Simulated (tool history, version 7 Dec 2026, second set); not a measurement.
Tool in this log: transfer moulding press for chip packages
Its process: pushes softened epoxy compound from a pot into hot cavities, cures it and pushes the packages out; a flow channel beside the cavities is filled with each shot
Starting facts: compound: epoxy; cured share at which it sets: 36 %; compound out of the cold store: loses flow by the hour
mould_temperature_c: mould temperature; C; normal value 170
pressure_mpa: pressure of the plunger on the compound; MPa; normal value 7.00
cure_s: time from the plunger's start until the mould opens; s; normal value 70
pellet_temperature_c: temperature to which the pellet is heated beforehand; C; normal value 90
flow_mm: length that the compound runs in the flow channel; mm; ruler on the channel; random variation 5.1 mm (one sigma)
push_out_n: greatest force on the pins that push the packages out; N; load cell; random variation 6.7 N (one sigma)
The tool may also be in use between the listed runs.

| run | day | mould_temperature_c | pressure_mpa | cure_s | pellet_temperature_c | incoming compound's hours out of the cold store | flow_mm | push_out_n |
|---|---|---|---|---|---|---|---|---|
| 1 | 0.000 | 170 | 7.00 | 70 | 90 | 47.7 | 817 | 257 |
| 2 | 0.271 | 170 | 7.00 | 70 | 90 | 16.6 | 1004 | 293 |
| 3 | 0.571 | 170 | 7.00 | 70 | 96 | 37.4 | 873 | 269 |
| 4 | 0.954 | 170 | 7.00 | 70 | 96 | 16.5 | 1000 | 298 |
| 5 | 1.371 | 170 | 7.00 | 70 | 96 | 9.3 | 1048 | 284 |
| 6 | 1.742 | 170 | 7.00 | 70 | 96 | 21.6 | 966 | 277 |
| 7 | 2.150 | 170 | 7.00 | 70 | 96 | 30.2 | 917 | 294 |
|  | 2.462 | cavities cleaned with cleaning compound and waxed |
| 8 | 2.604 | 170 | 7.00 | 70 | 96 | 47.1 | 839 | 271 |
| 9 | 3.038 | 170 | 7.00 | 70 | 90 | 26.3 | 953 | 288 |
| 10 | 3.383 | 170 | 7.00 | 70 | 90 | 11.7 | 1028 | 297 |
| 11 | 3.812 | 170 | 7.00 | 70 | 90 | 35.2 | 893 | 288 |
| 12 | 4.092 | 170 | 7.00 | 70 | 90 | 26.3 | 945 | 283 |
| 13 | 4.504 | 170 | 7.00 | 70 | 90 | 25.9 | 947 | 298 |
| 14 | 4.921 | 170 | 7.00 | 70 | 90 | 21.6 | 974 | 287 |
| 15 | 5.108 | 170 | 7.00 | 70 | 90 | 9.3 | 1054 | 304 |
| 16 | 5.529 | 175 | 8.34 | 97 | 89 | 12.5 | 1110 | 217 |

Run 17 has not been measured yet. What should we expect?
| 17 | 5.804 | 170 | 5.91 | 70 | 90 | 34.4 | ? | ? |

{"run 17": {"flow_mm": 824, "push_out_n": 270}}
Had the tool carried no hidden state, the very same run would have given flow_mm 824 mm, push_out_n 265 N.

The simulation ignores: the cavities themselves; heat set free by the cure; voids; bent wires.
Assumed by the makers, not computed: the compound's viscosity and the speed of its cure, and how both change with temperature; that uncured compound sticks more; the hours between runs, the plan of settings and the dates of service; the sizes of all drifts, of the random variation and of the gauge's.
